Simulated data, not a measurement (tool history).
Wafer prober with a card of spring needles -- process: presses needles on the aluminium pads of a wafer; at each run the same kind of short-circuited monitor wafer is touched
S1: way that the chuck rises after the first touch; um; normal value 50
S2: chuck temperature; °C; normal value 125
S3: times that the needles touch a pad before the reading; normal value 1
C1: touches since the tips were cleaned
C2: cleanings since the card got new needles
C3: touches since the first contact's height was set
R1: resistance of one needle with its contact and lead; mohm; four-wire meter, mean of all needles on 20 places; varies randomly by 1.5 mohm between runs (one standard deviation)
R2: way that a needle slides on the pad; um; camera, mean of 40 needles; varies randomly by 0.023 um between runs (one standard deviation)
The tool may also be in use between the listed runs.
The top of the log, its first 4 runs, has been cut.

-- hour=25.9 tips cleaned on abrasive film
run 5 hour=29.1 | S1=50 S2=125 S3=1 | C1=1110 C2=14 C3=36374 | R1=137 R2=11.71
run 6 hour=38.6 | S1=50 S2=125 S3=1 | C1=4372 C2=14 C3=39636 | R1=139 R2=11.76
run 7 hour=49.3 | S1=50 S2=125 S3=1 | C1=8075 C2=14 C3=43339 | R1=136 R2=11.77
-- hour=52 tips cleaned on abrasive film
run 8 hour=59.2 | S1=50 S2=125 S3=1 | C1=2461 C2=15 C3=46702 | R1=137 R2=11.78
run 9 hour=64.3 | S1=51 S2=125 S3=1 | C1=4230 C2=15 C3=48471 | R1=136 R2=11.98
run 10 hour=74.3 | S1=51 S2=125 S3=1 | C1=7681 C2=15 C3=51922 | R1=137 R2=12
-- hour=78.1 tips cleaned on abrasive film
run 11 hour=85.5 | S1=51 S2=125 S3=1 | C1=2543 C2=16 C3=55719 | R1=137 R2=11.95
run 12 hour=94.1 | S1=51 S2=125 S3=1 | C1=5530 C2=16 C3=58706 | R1=138 R2=11.97
run 13 hour=100.9 | S1=50 S2=124 S3=1 | C1=7866 C2=16 C3=61042 | R1=138 R2=11.73
-- hour=103.8 tips cleaned on abrasive film
run 14 hour=106.9 | S1=50 S2=124 S3=1 | C1=1061 C2=17 C3=63061 | R1=139 R2=11.76
run 15 hour=119 | S1=50 S2=125 S3=1 | C1=5227 C2=17 C3=67227 | R1=140 R2=11.72
run 16 hour=125.8 | S1=50 S2=125 S3=1 | C1=7571 C2=17 C3=69571 | R1=137 R2=11.76
-- hour=129.7 tips cleaned on abrasive film
run 17 hour=138.3 | S1=55 S2=125 S3=1 | C1=2951 C2=18 C3=73830 | R1=138 R2=12.91
run 18 hour=148.3 | S1=41 S2=50 S3=2 | C1=6412 C2=18 C3=77291 | R1=132 R2=9.61
run 19 hour=153.6 | S1=57 S2=35 S3=1 | C1=8243 C2=18 C3=79122 | R1=123 R2=13.39
-- hour=155.7 tips cleaned on abrasive film
run 20 hour=161.1 | S1=50 S2=58 S3=1 | C1=1852 C2=19 C3=81653 | R1=128 R2=11.75
run 21 hour=168.4 | S1=53 S2=83 S3=3 | C1=4383 C2=19 C3=84184 | R1=129 R2=12.46
run 22 hour=180.1 | S1=53 S2=83 S3=3 | C1=8391 C2=19 C3=88192 | R1=130 R2=12.41
-- hour=181.7 tips cleaned on abrasive film
run 23 hour=187.5 | S1=40 S2=125 S3=2 | C1=2002 C2=20 C3=90718 | R1=138 R2=9.4

Expected results for the next run?
run 24 hour=198 | S1=38 S2=57 S3=3 | C1=5605 C2=20 C3=94321 | R1=? R2=?

{"run 24": {"R1": 130, "R2": 8.9}}
The same run, on a tool lacking any hidden state, would have yielded R1 130 mohm, R2 8.9 um.
